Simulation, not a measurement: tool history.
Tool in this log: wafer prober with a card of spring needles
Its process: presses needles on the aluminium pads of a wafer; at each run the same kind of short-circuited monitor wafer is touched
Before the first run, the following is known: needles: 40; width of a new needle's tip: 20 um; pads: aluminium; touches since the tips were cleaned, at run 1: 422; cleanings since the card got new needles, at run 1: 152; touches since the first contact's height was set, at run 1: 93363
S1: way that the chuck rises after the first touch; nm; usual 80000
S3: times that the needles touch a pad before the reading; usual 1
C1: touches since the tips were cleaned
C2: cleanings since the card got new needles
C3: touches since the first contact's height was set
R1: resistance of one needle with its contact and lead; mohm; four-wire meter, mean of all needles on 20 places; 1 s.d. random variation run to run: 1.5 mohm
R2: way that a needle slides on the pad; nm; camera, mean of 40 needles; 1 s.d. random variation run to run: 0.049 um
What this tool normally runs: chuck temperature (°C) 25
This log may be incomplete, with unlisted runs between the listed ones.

Run 1, day 0.000: usual settings; C1 422; C2 152; C3 93363. Result: R1 144 mohm, R2 19690 nm.
At day 0.204: tips cleaned on abrasive film.
At day 0.450: tips cleaned on abrasive film.
At day 0.704: tips cleaned on abrasive film.
Run 2, day 0.862: usual settings but chuck temperature (°C) 123; C1 1596; C2 155; C3 101821. Result: R1 173 mohm, R2 19560 nm.
At day 0.917: tips cleaned on abrasive film.
At day 1.162: tips cleaned on abrasive film.
At day 1.400: tips cleaned on abrasive film.
Run 3, day 1.446: usual settings but chuck temperature (°C) 123; C1 468; C2 158; C3 107475. Result: R1 162 mohm, R2 19530 nm.
At day 1.650: tips cleaned on abrasive film.
At day 1.904: tips cleaned on abrasive film.
At day 2.108: tips cleaned on abrasive film.
Run 4, day 2.108: usual settings but chuck temperature (°C) 74; C1 0; C2 161; C3 113923. Result: R1 148 mohm, R2 19550 nm.
At day 2.358: tips cleaned on abrasive film.
At day 2.608: tips cleaned on abrasive film.
At day 2.850: tips cleaned on abrasive film.
At day 3.067: tips cleaned on abrasive film.
Run 5, day 3.067: usual settings but S1 81000 nm; C1 0; C2 165; C3 123260. Result: R1 141 mohm, R2 19740 nm.
At day 3.304: tips cleaned on abrasive film.
At day 3.558: tips cleaned on abrasive film.
At day 3.808: tips cleaned on abrasive film.
Run 6, day 3.958: usual settings but S1 81000 nm; C1 1510; C2 168; C3 132012. Result: R1 157 mohm, R2 19660 nm.
At day 4.012: tips cleaned on abrasive film.
At day 4.267: tips cleaned on abrasive film.
At day 4.467: height of the first contact set anew.
At day 4.517: tips cleaned on abrasive film.
Run 7, day 4.517: usual settings but chuck temperature (°C) 69; C1 0; C2 171; C3 450. Result: R1 151 mohm, R2 20200 nm.
At day 4.762: tips cleaned on abrasive film.
At day 5.004: tips cleaned on abrasive film.
Run 8, day 5.004: usual settings but chuck temperature (°C) 120; C1 0; C2 173; C3 5213. Result: R1 158 mohm, R2 20250 nm.
At day 5.258: tips cleaned on abrasive film.
At day 5.517: tips cleaned on abrasive film.
Run 9, day 5.525: usual settings; C1 95; C2 175; C3 10279. Result: R1 143 mohm, R2 20180 nm.
At day 5.729: tips cleaned on abrasive film.
At day 5.983: tips cleaned on abrasive film.
Run 10, day 6.033: usual settings; C1 479; C2 177; C3 15233. Result: R1 145 mohm, R2 20120 nm.
At day 6.225: tips cleaned on abrasive film.
At day 6.479: tips cleaned on abrasive film.
At day 6.683: tips cleaned on abrasive film.
At day 6.929: tips cleaned on abrasive film.
Run 11, day 6.958: usual settings but S3 2; C1 308; C2 181; C3 24273. Result: R1 140 mohm, R2 20100 nm.
At day 7.158: tips cleaned on abrasive film.
At day 7.412: tips cleaned on abrasive film.
Run 12, day 7.554: usual settings but chuck temperature (°C) 101, S3 2; C1 1393; C2 183; C3 30104. Result: R1 162 mohm, R2 20010 nm.
At day 7.658: tips cleaned on abrasive film.
At day 7.908: tips cleaned on abrasive film.
At day 8.162: tips cleaned on abrasive film.
Run 13, day 8.346: usual settings but chuck temperature (°C) 101, S3 2; C1 1820; C2 186; C3 37847. Result: R1 161 mohm, R2 20020 nm.
At day 8.400: tips cleaned on abrasive film.
At day 8.650: tips cleaned on abrasive film.
Run 14, day 8.779: usual settings but S1 82000 nm, chuck temperature (°C) 101, S3 2; C1 1268; C2 188; C3 42052. Result: R1 159 mohm, R2 20530 nm.
At day 8.871: tips cleaned on abrasive film.
At day 9.117: tips cleaned on abrasive film.
Run 15, day 9.304: usual settings but S1 82000 nm, chuck temperature (°C) 28, S3 2; C1 1865; C2 190; C3 47202. Result: R1 151 mohm, R2 20480 nm.
At day 9.358: tips cleaned on abrasive film.
At day 9.612: tips cleaned on abrasive film.
At day 9.858: tips cleaned on abrasive film.
At day 10.112: tips cleaned on abrasive film.
Run 16, day 10.288: usual settings but S1 64000 nm, chuck temperature (°C) 108, S3 3; C1 1755; C2 194; C3 56796. Result: R1 170 mohm, R2 15870 nm.
At day 10.342: tips cleaned on abrasive film.
At day 10.588: tips cleaned on abrasive film.
At day 10.842: tips cleaned on abrasive film.
Run 17, day 10.846: usual settings but S1 85000 nm, chuck temperature (°C) 30, S3 2; C1 62; C2 197; C3 62231. Result: R1 139 mohm, R2 21180 nm.
At day 11.054: tips cleaned on abrasive film.
At day 11.308: tips cleaned on abrasive film.
Run 18, day 11.329: usual settings but chuck temperature (°C) 118; C1 221; C2 199; C3 66926. Result: R1 158 mohm, R2 19760 nm.
At day 11.529: tips cleaned on abrasive film.
At day 11.775: tips cleaned on abrasive film.
Run 19, day 11.950: usual settings but chuck temperature (°C) 118; C1 1744; C2 201; C3 73010. Result: R1 173 mohm, R2 19870 nm.
At day 12.004: tips cleaned on abrasive film.
At day 12.258: tips cleaned on abrasive film.
At day 12.508: tips cleaned on abrasive film.
At day 12.750: tips cleaned on abrasive film.
Run 20, day 12.883: usual settings but S1 93000 nm; C1 1307; C2 205; C3 82106. Result: R1 147 mohm, R2 22930 nm.
At day 12.988: tips cleaned on abrasive film.
At day 13.242: tips cleaned on abrasive film.
At day 13.492: tips cleaned on abrasive film.
Run 21, day 13.525: usual settings but S1 74000 nm, chuck temperature (°C) 43, S3 2; C1 343; C2 208; C3 88382. Result: R1 149 mohm, R2 18120 nm.
At day 13.733: tips cleaned on abrasive film.
At day 13.988: tips cleaned on abrasive film.
At day 14.200: tips cleaned on abrasive film.
Run 22, day 14.200: usual settings but S1 95000 nm; C1 0; C2 211; C3 94929. Result: R1 140 mohm, R2 23450 nm.
At day 14.404: tips cleaned on abrasive film.
At day 14.658: tips cleaned on abrasive film.
At day 14.904: tips cleaned on abrasive film.
Run 23, day 14.912: usual settings but S1 95000 nm, S3 2; C1 102; C2 214; C3 101898. Result: R1 138 mohm, R2 23460 nm.
At day 15.158: tips cleaned on abrasive film.
At day 15.408: tips cleaned on abrasive film.
Run 24, day 15.554: usual settings but S1 81000 nm, S3 2; C1 1453; C2 216; C3 108198. Result: R1 150 mohm, R2 19880 nm.
At day 15.658: tips cleaned on abrasive film.
At day 15.908: tips cleaned on abrasive film.
Run 25, day 16.025: usual settings but S1 81000 nm, chuck temperature (°C) 99; C1 1183; C2 218; C3 112782. Result: R1 169 mohm, R2 19840 nm.
At day 16.121: tips cleaned on abrasive film.
At day 16.371: tips cleaned on abrasive film.
At day 16.625: tips cleaned on abrasive film.
At day 16.879: tips cleaned on abrasive film.
Run 26, day 16.946: usual settings but chuck temperature (°C) 31; C1 690; C2 222; C3 121773. Result: R1 153 mohm, R2 19600 nm.
At day 17.100: tips cleaned on abrasive film.
At day 17.346: tips cleaned on abrasive film.
Run 27, day 17.433: usual settings; C1 851; C2 224; C3 126496. Result: R1 157 mohm, R2 19480 nm.
At day 17.588: tips cleaned on abrasive film.
At day 17.825: tips cleaned on abrasive film.
Run 28, day 17.875: usual settings but S1 69000 nm, chuck temperature (°C) 83; C1 496; C2 226; C3 130833. Result: R1 161 mohm, R2 16630 nm.

Consider 4 possible next runs. They are alternatives, not a sequence: every one starts from the tool as it was left by run 28. What does each give?
At day 18.033: tips cleaned on abrasive film.
At day 18.283: tips cleaned on abrasive film.
At day 18.496: height of the first contact set anew.
At day 18.550: tips cleaned on abrasive film.
Run A, day 18.696: usual settings but S1 91000 nm; C1 1468; C2 229; C3 1965. Result: R1 ?, R2 ?.
At day 18.033: tips cleaned on abrasive film.
At day 18.283: tips cleaned on abrasive film.
At day 18.496: height of the first contact set anew.
At day 18.550: tips cleaned on abrasive film.
Run B, day 18.696: usual settings but S1 69000 nm, chuck temperature (°C) 40, S3 2; C1 1468; C2 229; C3 1965. Result: R1 ?, R2 ?.
At day 18.033: tips cleaned on abrasive film.
At day 18.283: tips cleaned on abrasive film.
At day 18.496: height of the first contact set anew.
At day 18.550: tips cleaned on abrasive film.
Run C, day 18.696: usual settings but S1 92000 nm, chuck temperature (°C) 123; C1 1468; C2 229; C3 1965. Result: R1 ?, R2 ?.
At day 18.033: tips cleaned on abrasive film.
At day 18.283: tips cleaned on abrasive film.
At day 18.496: height of the first contact set anew.
At day 18.550: tips cleaned on abrasive film.
Run D, day 18.696: usual settings but S1 74000 nm, chuck temperature (°C) 68; C1 1468; C2 229; C3 1965. Result: R1 ?, R2 ?.

run   R1     R2
  A  152  22940
  B  161  17450
  C  165  23250
  D  163  18680
Without the tool's unlogged condition, the same runs would have read:
run   R1     R2
  A  136  22950
  B  144  17460
  C  151  23260
  D  141  18690
